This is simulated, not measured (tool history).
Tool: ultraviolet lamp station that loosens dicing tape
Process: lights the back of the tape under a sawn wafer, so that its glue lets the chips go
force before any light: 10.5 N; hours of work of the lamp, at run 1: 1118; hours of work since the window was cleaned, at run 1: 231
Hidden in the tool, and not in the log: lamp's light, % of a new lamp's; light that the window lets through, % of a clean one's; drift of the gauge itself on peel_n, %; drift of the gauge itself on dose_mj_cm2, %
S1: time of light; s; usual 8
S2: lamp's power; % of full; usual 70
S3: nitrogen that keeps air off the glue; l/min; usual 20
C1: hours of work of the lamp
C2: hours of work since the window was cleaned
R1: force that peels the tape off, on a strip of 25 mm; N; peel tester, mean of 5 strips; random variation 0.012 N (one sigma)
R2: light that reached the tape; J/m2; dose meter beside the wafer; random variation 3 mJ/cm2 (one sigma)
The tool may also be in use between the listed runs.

run,hour,S1,S2,S3,C1,C2,R1,R2
1,0.0,8,70,20,1118,231,0.568,4470
2,71.3,8,70,20,1148,261,0.584,4510
3,142.0,8,70,20,1177,290,0.563,4470
4,187.3,8,70,20,1196,309,0.572,4450
5,254.5,8,70,20,1224,337,0.579,4440
6,305.3,8,70,20,1245,358,0.551,4430
7,368.0,8,70,20,1271,384,0.575,4460
8,438.3,16,70,20,1300,413,0.193,8930
9,508.3,16,70,20,1329,442,0.180,8950
10,561.1,16,70,20,1351,464,0.183,8900
# hour 581.2: window cleaned of glue's vapour
11,593.2,8,90,20,1364,5,0.313,5720
12,664.1,16,74,32,1393,34,0.165,9490
13,734.7,9,100,20,1423,64,0.216,7160

Forecast run 14:
14,785.0,4,87,20,1444,85,?,?

Run 14 gave R1 1.575 N, R2 2770 J/m2.
Without the tool's hidden state the same run would have given R1 1.571 N, R2 2780 J/m2.
